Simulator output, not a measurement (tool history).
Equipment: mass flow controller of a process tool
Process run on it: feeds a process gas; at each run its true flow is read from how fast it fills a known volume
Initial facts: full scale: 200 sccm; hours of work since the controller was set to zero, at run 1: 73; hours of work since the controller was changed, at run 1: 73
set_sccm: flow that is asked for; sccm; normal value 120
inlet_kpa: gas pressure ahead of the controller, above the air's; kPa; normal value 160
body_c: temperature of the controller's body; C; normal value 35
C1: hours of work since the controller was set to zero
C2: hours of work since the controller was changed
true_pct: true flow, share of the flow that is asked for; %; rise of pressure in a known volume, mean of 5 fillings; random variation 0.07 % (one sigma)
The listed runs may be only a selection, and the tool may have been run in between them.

Run 1, hour 0.0: usual settings; C1 73; C2 73. Result: true_pct 99.21 %.
Run 2, hour 44.2: usual settings but set_sccm 74 sccm; C1 100; C2 100. Result: true_pct 99.06 %.
Run 3, hour 83.8: usual settings but set_sccm 74 sccm; C1 124; C2 124. Result: true_pct 99.09 %.
Run 4, hour 158.4: usual settings; C1 170; C2 170. Result: true_pct 99.06 %.
Run 5, hour 201.1: usual settings but inlet_kpa 247 kPa; C1 196; C2 196. Result: true_pct 99.14 %.
Run 6, hour 253.8: usual settings but inlet_kpa 247 kPa; C1 228; C2 228. Result: true_pct 99.02 %.
Run 7, hour 325.1: usual settings; C1 272; C2 272. Result: true_pct 99.14 %.
Run 8, hour 365.5: usual settings; C1 297; C2 297. Result: true_pct 99.30 %.
Run 9, hour 401.9: usual settings; C1 319; C2 319. Result: true_pct 99.21 %.
Run 10, hour 467.5: usual settings; C1 359; C2 359. Result: true_pct 99.27 %.
Run 11, hour 531.1: usual settings but inlet_kpa 146 kPa; C1 398; C2 398. Result: true_pct 99.19 %.
Run 12, hour 610.8: usual settings but inlet_kpa 239 kPa; C1 447; C2 447. Result: true_pct 99.02 %.
Run 13, hour 667.9: usual settings but set_sccm 127 sccm; C1 482; C2 482. Result: true_pct 99.06 %.
Run 14, hour 746.7: usual settings but set_sccm 127 sccm; C1 530; C2 530. Result: true_pct 99.24 %.
Run 15, hour 819.1: usual settings; C1 574; C2 574. Result: true_pct 99.24 %.
Run 16, hour 898.1: usual settings; C1 623; C2 623. Result: true_pct 99.47 %.
Run 17, hour 973.3: usual settings; C1 669; C2 669. Result: true_pct 99.23 %.
Run 18, hour 1054.8: usual settings but body_c 23 C; C1 719; C2 719. Result: true_pct 99.92 %.
Run 19, hour 1122.1: usual settings but body_c 23 C; C1 760; C2 760. Result: true_pct 100.04 %.
Run 20, hour 1202.1: usual settings; C1 809; C2 809. Result: true_pct 99.20 %.
Run 21, hour 1256.7: usual settings; C1 842; C2 842. Result: true_pct 99.20 %.
Run 22, hour 1326.7: usual settings; C1 885; C2 885. Result: true_pct 99.22 %.
Run 23, hour 1398.8: usual settings; C1 929; C2 929. Result: true_pct 99.38 %.
Run 24, hour 1478.6: usual settings but set_sccm 62 sccm, inlet_kpa 183 kPa; C1 978; C2 978. Result: true_pct 99.37 %.
Run 25, hour 1557.6: usual settings but set_sccm 62 sccm, inlet_kpa 183 kPa; C1 1026; C2 1026. Result: true_pct 99.39 %.
Run 26, hour 1611.9: usual settings but set_sccm 62 sccm, inlet_kpa 183 kPa; C1 1059; C2 1059. Result: true_pct 99.32 %.
Run 27, hour 1656.6: usual settings but set_sccm 30 sccm, inlet_kpa 276 kPa, body_c 26 C; C1 1087; C2 1087. Result: true_pct 100.27 %.
Run 28, hour 1695.2: usual settings but inlet_kpa 278 kPa, body_c 28 C; C1 1110; C2 1110. Result: true_pct 99.51 %.
Run 29, hour 1752.2: usual settings but set_sccm 116 sccm, inlet_kpa 174 kPa; C1 1145; C2 1145. Result: true_pct 99.14 %.
Run 30, hour 1798.0: usual settings but inlet_kpa 188 kPa, body_c 21 C; C1 1173; C2 1173. Result: true_pct 99.95 %.
Run 31, hour 1842.3: usual settings but set_sccm 166 sccm, inlet_kpa 206 kPa; C1 1201; C2 1201. Result: true_pct 99.29 %.
Run 32, hour 1885.4: usual settings but body_c 21 C; C1 1227; C2 1227. Result: true_pct 100.00 %.
Run 33, hour 1971.2: usual settings but set_sccm 148 sccm; C1 1279; C2 1279. Result: true_pct 99.27 %.
Run 34, hour 2050.8: usual settings but set_sccm 31 sccm, body_c 37 C; C1 1328; C2 1328. Result: true_pct 99.87 %.
Run 35, hour 2132.4: usual settings but set_sccm 41 sccm, body_c 37 C; C1 1378; C2 1378. Result: true_pct 99.71 %.
Run 36, hour 2187.3: usual settings but set_sccm 41 sccm, inlet_kpa 169 kPa, body_c 37 C; C1 1412; C2 1412. Result: true_pct 99.51 %.
Run 37, hour 2263.1: usual settings but set_sccm 35 sccm, inlet_kpa 230 kPa, body_c 29 C; C1 1458; C2 1458. Result: true_pct 100.27 %.
Run 38, hour 2348.3: usual settings but set_sccm 30 sccm, body_c 24 C; C1 1510; C2 1510. Result: true_pct 100.82 %.
Run 39, hour 2387.1: usual settings but set_sccm 30 sccm, body_c 24 C; C1 1534; C2 1534. Result: true_pct 100.91 %.
Run 40, hour 2463.7: usual settings but set_sccm 26 sccm, body_c 24 C; C1 1581; C2 1581. Result: true_pct 101.16 %.
Run 41, hour 2532.8: usual settings but inlet_kpa 166 kPa; C1 1623; C2 1623. Result: true_pct 99.37 %.
Run 42, hour 2575.3: usual settings but inlet_kpa 166 kPa; C1 1649; C2 1649. Result: true_pct 99.20 %.
Run 43, hour 2612.4: usual settings but inlet_kpa 166 kPa; C1 1672; C2 1672. Result: true_pct 99.34 %.
Run 44, hour 2690.4: usual settings but inlet_kpa 166 kPa; C1 1720; C2 1720. Result: true_pct 99.23 %.
Run 45, hour 2757.0: usual settings but inlet_kpa 243 kPa; C1 1760; C2 1760. Result: true_pct 99.16 %.

What if the next run were any one of these 3? Each begins from the tool's condition after run 45:
Run A, hour 2836.4: usual settings but set_sccm 129 sccm, inlet_kpa 218 kPa, body_c 21 C; C1 1809; C2 1809. Result: true_pct ?.
Run B, hour 2836.4: usual settings but set_sccm 35 sccm, inlet_kpa 167 kPa, body_c 38 C; C1 1809; C2 1809. Result: true_pct ?.
Run C, hour 2836.4: usual settings but set_sccm 91 sccm, inlet_kpa 280 kPa; C1 1809; C2 1809. Result: true_pct ?.

run  true_pct
  A     99.95
  B     99.97
  C     99.18
With no hidden state in the tool, these same runs would have given:
run  true_pct
  A    100.00
  B     98.86
  C     99.05
